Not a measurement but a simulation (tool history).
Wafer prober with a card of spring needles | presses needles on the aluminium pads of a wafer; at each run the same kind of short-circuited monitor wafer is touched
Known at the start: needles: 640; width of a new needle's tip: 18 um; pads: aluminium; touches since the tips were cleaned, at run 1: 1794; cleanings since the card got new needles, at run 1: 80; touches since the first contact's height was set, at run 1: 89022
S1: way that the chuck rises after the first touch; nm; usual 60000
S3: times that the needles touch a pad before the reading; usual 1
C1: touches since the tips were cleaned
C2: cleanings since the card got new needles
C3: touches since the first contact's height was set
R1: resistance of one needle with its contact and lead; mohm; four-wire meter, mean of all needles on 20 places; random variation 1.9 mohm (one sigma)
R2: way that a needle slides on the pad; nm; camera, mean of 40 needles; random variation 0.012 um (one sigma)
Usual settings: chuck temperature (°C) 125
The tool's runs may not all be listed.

{"run": 1, "hour": 0.0, "S1": 60000, "chuck temperature (°C)": 125, "S3": 1, "C1": 1794, "C2": 80, "C3": 89022, "R1": 265, "R2": 7480}
{"hour": 12.3, "done": "tips cleaned on abrasive film"}
{"run": 2, "hour": 28.8, "S1": 77000, "chuck temperature (°C)": 125, "S3": 1, "C1": 3735, "C2": 81, "C3": 95523, "R1": 263, "R2": 9670}
{"hour": 34.2, "done": "tips cleaned on abrasive film"}
{"hour": 54.9, "done": "tips cleaned on abrasive film"}
{"run": 3, "hour": 70.8, "S1": 77000, "chuck temperature (°C)": 125, "S3": 1, "C1": 3592, "C2": 83, "C3": 104982, "R1": 259, "R2": 9630}
{"hour": 76.4, "done": "tips cleaned on abrasive film"}
{"hour": 79.5, "done": "height of the first contact set anew"}
{"hour": 96.5, "done": "tips cleaned on abrasive film"}
{"run": 4, "hour": 112.2, "S1": 77000, "chuck temperature (°C)": 125, "S3": 1, "C1": 3559, "C2": 85, "C3": 7396, "R1": 255, "R2": 9770}
{"hour": 117.3, "done": "tips cleaned on abrasive film"}
{"hour": 137.3, "done": "tips cleaned on abrasive film"}
{"run": 5, "hour": 137.6, "S1": 60000, "chuck temperature (°C)": 124, "S3": 1, "C1": 70, "C2": 87, "C3": 13086, "R1": 214, "R2": 7610}
{"hour": 158.9, "done": "tips cleaned on abrasive film"}
{"run": 6, "hour": 165.5, "S1": 60000, "chuck temperature (°C)": 124, "S3": 1, "C1": 1488, "C2": 88, "C3": 19378, "R1": 252, "R2": 7580}
{"hour": 179.4, "done": "tips cleaned on abrasive film"}
{"hour": 200.0, "done": "tips cleaned on abrasive film"}
{"run": 7, "hour": 207.5, "S1": 60000, "chuck temperature (°C)": 124, "S3": 1, "C1": 1696, "C2": 90, "C3": 28845, "R1": 261, "R2": 7580}
{"hour": 220.1, "done": "tips cleaned on abrasive film"}
{"hour": 240.6, "done": "tips cleaned on abrasive film"}
{"run": 8, "hour": 254.4, "S1": 60000, "chuck temperature (°C)": 125, "S3": 1, "C1": 3123, "C2": 92, "C3": 39416, "R1": 288, "R2": 7560}
{"hour": 262.1, "done": "tips cleaned on abrasive film"}
{"hour": 281.7, "done": "tips cleaned on abrasive film"}
{"run": 9, "hour": 295.9, "S1": 60000, "chuck temperature (°C)": 125, "S3": 1, "C1": 3208, "C2": 94, "C3": 48765, "R1": 285, "R2": 7550}
{"hour": 301.5, "done": "tips cleaned on abrasive film"}
{"hour": 322.1, "done": "tips cleaned on abrasive film"}
{"run": 10, "hour": 333.1, "S1": 60000, "chuck temperature (°C)": 125, "S3": 1, "C1": 2487, "C2": 96, "C3": 57148, "R1": 277, "R2": 7530}
{"hour": 344.1, "done": "tips cleaned on abrasive film"}
{"run": 11, "hour": 356.4, "S1": 60000, "chuck temperature (°C)": 125, "S3": 1, "C1": 2778, "C2": 97, "C3": 62398, "R1": 290, "R2": 7540}
{"hour": 364.1, "done": "tips cleaned on abrasive film"}
{"hour": 384.3, "done": "tips cleaned on abrasive film"}
{"run": 12, "hour": 393.9, "S1": 60000, "chuck temperature (°C)": 125, "S3": 1, "C1": 2168, "C2": 99, "C3": 70835, "R1": 275, "R2": 7510}
{"hour": 405.7, "done": "tips cleaned on abrasive film"}
{"run": 13, "hour": 416.4, "S1": 60000, "chuck temperature (°C)": 125, "S3": 1, "C1": 2421, "C2": 100, "C3": 75909, "R1": 275, "R2": 7510}
{"hour": 427.2, "done": "tips cleaned on abrasive film"}
{"hour": 447.4, "done": "tips cleaned on abrasive film"}
{"run": 14, "hour": 449.9, "S1": 60000, "chuck temperature (°C)": 125, "S3": 1, "C1": 574, "C2": 102, "C3": 83450, "R1": 236, "R2": 7500}
{"hour": 466.8, "done": "tips cleaned on abrasive film"}
{"run": 15, "hour": 470.6, "S1": 60000, "chuck temperature (°C)": 125, "S3": 1, "C1": 862, "C2": 103, "C3": 88108, "R1": 246, "R2": 7490}
{"hour": 489.4, "done": "tips cleaned on abrasive film"}
{"run": 16, "hour": 500.0, "S1": 60000, "chuck temperature (°C)": 125, "S3": 1, "C1": 2409, "C2": 104, "C3": 94742, "R1": 276, "R2": 7470}
{"hour": 510.6, "done": "tips cleaned on abrasive film"}
{"hour": 531.9, "done": "tips cleaned on abrasive film"}
{"run": 17, "hour": 541.4, "S1": 60000, "chuck temperature (°C)": 125, "S3": 1, "C1": 2151, "C2": 106, "C3": 104068, "R1": 278, "R2": 7460}
{"hour": 552.3, "done": "tips cleaned on abrasive film"}
{"hour": 552.6, "done": "height of the first contact set anew"}
{"run": 18, "hour": 564.4, "S1": 45000, "chuck temperature (°C)": 64, "S3": 1, "C1": 2682, "C2": 107, "C3": 2682, "R1": 333, "R2": 5720}
{"hour": 574.2, "done": "tips cleaned on abrasive film"}
{"hour": 593.9, "done": "tips cleaned on abrasive film"}
{"run": 19, "hour": 604.9, "S1": 45000, "chuck temperature (°C)": 64, "S3": 1, "C1": 2486, "C2": 109, "C3": 11798, "R1": 338, "R2": 5700}
{"hour": 617.3, "done": "tips cleaned on abrasive film"}
{"hour": 637.7, "done": "tips cleaned on abrasive film"}
{"run": 20, "hour": 644.4, "S1": 45000, "chuck temperature (°C)": 64, "S3": 1, "C1": 1498, "C2": 111, "C3": 20685, "R1": 300, "R2": 5700}
{"hour": 657.6, "done": "tips cleaned on abrasive film"}
{"hour": 677.5, "done": "tips cleaned on abrasive film"}
{"run": 21, "hour": 687.8, "S1": 74000, "chuck temperature (°C)": 92, "S3": 1, "C1": 2333, "C2": 113, "C3": 30471, "R1": 252, "R2": 9360}
{"hour": 699.0, "done": "tips cleaned on abrasive film"}
{"hour": 718.6, "done": "tips cleaned on abrasive film"}
{"run": 22, "hour": 725.5, "S1": 60000, "chuck temperature (°C)": 43, "S3": 1, "C1": 1577, "C2": 115, "C3": 38970, "R1": 248, "R2": 7560}
{"hour": 738.5, "done": "tips cleaned on abrasive film"}
{"hour": 761.3, "done": "tips cleaned on abrasive film"}
{"run": 23, "hour": 761.3, "S1": 42000, "chuck temperature (°C)": 125, "S3": 1, "C1": 0, "C2": 117, "C3": 47017, "R1": 232, "R2": 5260}
{"hour": 783.0, "done": "tips cleaned on abrasive film"}
{"run": 24, "hour": 783.9, "S1": 69000, "chuck temperature (°C)": 57, "S3": 3, "C1": 211, "C2": 118, "C3": 52110, "R1": 197, "R2": 8700}
{"hour": 802.5, "done": "tips cleaned on abrasive film"}
{"run": 25, "hour": 818.0, "S1": 69000, "chuck temperature (°C)": 57, "S3": 3, "C1": 3498, "C2": 119, "C3": 59800, "R1": 222, "R2": 8680}
{"hour": 823.8, "done": "tips cleaned on abrasive film"}
{"run": 26, "hour": 840.0, "S1": 60000, "chuck temperature (°C)": 29, "S3": 1, "C1": 3656, "C2": 120, "C3": 64764, "R1": 293, "R2": 7540}
{"hour": 844.2, "done": "tips cleaned on abrasive film"}
{"hour": 866.0, "done": "tips cleaned on abrasive film"}
{"run": 27, "hour": 866.4, "S1": 66000, "chuck temperature (°C)": 125, "S3": 3, "C1": 95, "C2": 122, "C3": 70689, "R1": 209, "R2": 8290}
{"hour": 886.3, "done": "tips cleaned on abrasive film"}
{"run": 28, "hour": 886.3, "S1": 66000, "chuck temperature (°C)": 125, "S3": 3, "C1": 0, "C2": 123, "C3": 75170, "R1": 207, "R2": 8260}
{"hour": 907.5, "done": "tips cleaned on abrasive film"}
{"hour": 928.3, "done": "tips cleaned on abrasive film"}
{"run": 29, "hour": 930.3, "S1": 66000, "chuck temperature (°C)": 125, "S3": 3, "C1": 463, "C2": 125, "C3": 85093, "R1": 215, "R2": 8250}
{"hour": 949.3, "done": "tips cleaned on abrasive film"}
{"run": 30, "hour": 954.5, "S1": 66000, "chuck temperature (°C)": 53, "S3": 2, "C1": 1188, "C2": 126, "C3": 90548, "R1": 217, "R2": 8240}
{"hour": 970.7, "done": "tips cleaned on abrasive film"}
{"hour": 991.9, "done": "tips cleaned on abrasive film"}
{"run": 31, "hour": 994.0, "S1": 74000, "chuck temperature (°C)": 26, "S3": 2, "C1": 491, "C2": 128, "C3": 99448, "R1": 193, "R2": 9260}

Some steps in R1 between neighbouring runs. How much of each would the tool show without its hidden state too (settings, what came in, random variation), and how much is left for the hidden state, with any gauge scatter that isn't in both results?
The hidden state here: debris on the tips, nm; way that the needles fall short of the set height, um; tips' diameter, um; drift of the gauge itself on contact_mohm, %; drift of the gauge itself on scrub_um, %.
Run 17 -> 18: S1 60000 -> 45000, chuck temperature (°C) 125 -> 64, tips cleaned on abrasive film, height of the first contact set anew. R1 +55 mohm: hidden state +68, all else -13.
Run 25 -> 26: S1 69000 -> 60000, chuck temperature (°C) 57 -> 29, S3 3 -> 1, tips cleaned on abrasive film. R1 +71 mohm: hidden state +78, all else -7.
Run 26 -> 27: S1 60000 -> 66000, chuck temperature (°C) 29 -> 125, S3 1 -> 3, tips cleaned on abrasive film, tips cleaned on abrasive film. R1 -84 mohm: hidden state -103, all else +19.
